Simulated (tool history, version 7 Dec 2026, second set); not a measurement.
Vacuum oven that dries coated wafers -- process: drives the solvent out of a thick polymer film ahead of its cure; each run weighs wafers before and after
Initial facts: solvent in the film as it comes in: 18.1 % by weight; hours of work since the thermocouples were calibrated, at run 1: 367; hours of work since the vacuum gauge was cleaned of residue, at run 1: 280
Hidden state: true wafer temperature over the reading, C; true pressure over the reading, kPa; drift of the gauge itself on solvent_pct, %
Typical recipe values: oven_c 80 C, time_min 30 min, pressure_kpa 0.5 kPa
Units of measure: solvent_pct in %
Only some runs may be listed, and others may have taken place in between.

run	hour	oven_c	time_min	pressure_kpa	hours of work since the thermocouples were calibrated	hours of work since the vacuum gauge was cleaned of residue	solvent_pct
1	0	80	30	0.5	367	280	2.54
2	40.2	80	17	0.5	394	306	4.95
3	110.9	80	39	0.5	441	353	1.58
4	188.9	80	39	0.5	493	405	1.55
5	250.5	80	30	0.5	534	446	2.45
6	348	80	30	0.5	598	511	2.37
7	422.6	80	15	0.5	648	561	5.57
8	470	80	15	0.5	680	592	5.52
9	517.2	80	15	0.5	711	624	5.49
10	611.7	93	15	0.5	774	687	2.76
11	695.5	93	22	0.5	830	743	1.44
12	775.3	80	30	0.5	883	796	2.3
13	871.4	80	30	0.5	947	860	2.28
14	928.9	80	34	0.73	985	898	2.22
15	1001.5	73	25	1.692	1033	946	5.83
# hour 1008.1: oven's thermocouples calibrated
16	1076.4	88	15	1.27	46	995	3.99
17	1156.5	72	37	0.26	99	1048	2.67
18	1206.1	72	37	0.26	132	1081	2.64
19	1255.4	69	37	0.816	165	1114	3.99
20	1312.5	76	30	0.816	203	1152	3.15

Run 21 has not been measured yet. What should we expect?
21	1374.3	91	30	0.5	244	1193	?

{"run 21": {"solvent_pct": 0.98}}
With the hidden condition absent and the run-to-run variation left alone, this run would have shown solvent_pct 1.03 %.
